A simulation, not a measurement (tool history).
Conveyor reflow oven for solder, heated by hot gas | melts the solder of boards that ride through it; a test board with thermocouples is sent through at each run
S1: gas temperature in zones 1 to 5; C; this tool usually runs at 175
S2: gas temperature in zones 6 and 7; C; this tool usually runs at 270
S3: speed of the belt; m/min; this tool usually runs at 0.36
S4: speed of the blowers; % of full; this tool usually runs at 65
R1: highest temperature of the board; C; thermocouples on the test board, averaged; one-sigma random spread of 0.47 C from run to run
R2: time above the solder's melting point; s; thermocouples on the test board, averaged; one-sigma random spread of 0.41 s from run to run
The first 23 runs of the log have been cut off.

run 24 hour=284.5 | S1=175 S2=270 S3=0.379 S4=65 | R1=247.5 R2=64.2
run 25 hour=300.9 | S1=163 S2=279 S3=0.36 S4=65 | R1=254.2 R2=71.2
run 26 hour=309.1 | S1=175 S2=270 S3=0.385 S4=65 | R1=246.6 R2=63.3
-- hour=319 flux residue cleaned out of gas plates and filters
run 27 hour=322.6 | S1=177 S2=278 S3=0.298 S4=65 | R1=262.5 R2=103.5
run 28 hour=336.7 | S1=176 S2=279 S3=0.36 S4=65 | R1=258 R2=80.9
run 29 hour=353.7 | S1=176 S2=279 S3=0.36 S4=65 | R1=257.4 R2=80.1
run 30 hour=365.6 | S1=175 S2=270 S3=0.341 S4=65 | R1=251 R2=78.9
run 31 hour=374 | S1=175 S2=270 S3=0.341 S4=65 | R1=250.4 R2=78.8

Branching from run 31: 4 alternative next runs. What would each branch give?
run A hour=387.3 | S1=171 S2=262 S3=0.341 S4=52 | R1=? R2=?
run B hour=387.3 | S1=174 S2=261 S3=0.341 S4=67 | R1=? R2=?
run C hour=387.3 | S1=175 S2=270 S3=0.371 S4=65 | R1=? R2=?
run D hour=387.3 | S1=186 S2=270 S3=0.335 S4=65 | R1=? R2=?

run=A R1=239.6 R2=61.2
run=B R1=243.5 R2=70.9
run=C R1=248.1 R2=69.3
run=D R1=253.6 R2=88.9
With no hidden state in the tool, these same runs would have given:
run=A R1=242.6 R2=64.9
run=B R1=246.7 R2=74.1
run=C R1=251.2 R2=71.9
run=D R1=256.8 R2=90.9
